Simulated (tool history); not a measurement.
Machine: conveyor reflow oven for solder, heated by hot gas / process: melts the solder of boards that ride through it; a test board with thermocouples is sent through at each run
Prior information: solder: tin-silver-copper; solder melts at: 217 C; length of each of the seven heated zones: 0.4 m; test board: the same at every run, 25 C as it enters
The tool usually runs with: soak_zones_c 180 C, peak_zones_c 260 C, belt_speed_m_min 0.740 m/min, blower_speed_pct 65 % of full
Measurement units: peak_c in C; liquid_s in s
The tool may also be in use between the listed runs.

{"run": 1, "hour": 0.0, "soak_zones_c": 180, "peak_zones_c": 260, "belt_speed_m_min": 0.74, "blower_speed_pct": 65, "peak_c": 241.7, "liquid_s": 42.5}
{"run": 2, "hour": 5.7, "soak_zones_c": 180, "peak_zones_c": 260, "belt_speed_m_min": 0.74, "blower_speed_pct": 65, "peak_c": 241.3, "liquid_s": 42.6}
{"run": 3, "hour": 18.8, "soak_zones_c": 183, "peak_zones_c": 260, "belt_speed_m_min": 0.74, "blower_speed_pct": 65, "peak_c": 242.6, "liquid_s": 44.0}
{"run": 4, "hour": 28.9, "soak_zones_c": 183, "peak_zones_c": 260, "belt_speed_m_min": 0.74, "blower_speed_pct": 65, "peak_c": 242.1, "liquid_s": 44.2}
{"run": 5, "hour": 41.3, "soak_zones_c": 180, "peak_zones_c": 260, "belt_speed_m_min": 0.74, "blower_speed_pct": 65, "peak_c": 241.5, "liquid_s": 42.5}
{"run": 6, "hour": 51.1, "soak_zones_c": 180, "peak_zones_c": 260, "belt_speed_m_min": 0.74, "blower_speed_pct": 65, "peak_c": 241.7, "liquid_s": 42.4}
{"run": 7, "hour": 62.1, "soak_zones_c": 180, "peak_zones_c": 260, "belt_speed_m_min": 0.74, "blower_speed_pct": 65, "peak_c": 241.8, "liquid_s": 42.6}
{"hour": 69.4, "done": "thermocouples of zones 6 and 7 changed"}
{"run": 8, "hour": 70.7, "soak_zones_c": 179, "peak_zones_c": 259, "belt_speed_m_min": 0.78, "blower_speed_pct": 65, "peak_c": 242.0, "liquid_s": 39.8}
{"run": 9, "hour": 82.4, "soak_zones_c": 179, "peak_zones_c": 259, "belt_speed_m_min": 0.78, "blower_speed_pct": 65, "peak_c": 241.8, "liquid_s": 39.9}
{"hour": 88.7, "done": "flux residue cleaned out of gas plates and filters"}
{"run": 10, "hour": 97.4, "soak_zones_c": 187, "peak_zones_c": 260, "belt_speed_m_min": 0.74, "blower_speed_pct": 53, "peak_c": 241.9, "liquid_s": 44.1}
{"run": 11, "hour": 106.6, "soak_zones_c": 187, "peak_zones_c": 260, "belt_speed_m_min": 0.74, "blower_speed_pct": 53, "peak_c": 241.9, "liquid_s": 43.9}
{"run": 12, "hour": 114.4, "soak_zones_c": 173, "peak_zones_c": 264, "belt_speed_m_min": 0.622, "blower_speed_pct": 76, "peak_c": 253.5, "liquid_s": 60.7}
{"run": 13, "hour": 121.4, "soak_zones_c": 173, "peak_zones_c": 264, "belt_speed_m_min": 0.622, "blower_speed_pct": 76, "peak_c": 254.1, "liquid_s": 60.5}
{"run": 14, "hour": 133.5, "soak_zones_c": 170, "peak_zones_c": 273, "belt_speed_m_min": 0.74, "blower_speed_pct": 65, "peak_c": 253.6, "liquid_s": 47.8}

Below, some changes in peak_c between adjacent runs. For each, the amount present without the hidden state too (settings, incoming material, random variation) and the amount remaining for the hidden state with gauge scatter not shared by both compared results:
Unlogged tool condition in this case: heat that the gas passes to the board, % of a clean oven's; belt's true speed, % of the reading; true gas temperature in zones 6 and 7 over the reading, C; drift of the gauge itself on peak_c, C; drift of the gauge itself on liquid_s, %.
Run 7 -> 8: soak_zones_c 180 -> 179, peak_zones_c 260 -> 259, belt_speed_m_min 0.740 -> 0.780, thermocouples of zones 6 and 7 changed. peak_c +0.2 C: hidden state +3.2, all else -3.0.
Run 11 -> 12: soak_zones_c 187 -> 173, peak_zones_c 260 -> 264, belt_speed_m_min 0.740 -> 0.622, blower_speed_pct 53 -> 76. peak_c +11.6 C: hidden state -0.1, all else +11.7.

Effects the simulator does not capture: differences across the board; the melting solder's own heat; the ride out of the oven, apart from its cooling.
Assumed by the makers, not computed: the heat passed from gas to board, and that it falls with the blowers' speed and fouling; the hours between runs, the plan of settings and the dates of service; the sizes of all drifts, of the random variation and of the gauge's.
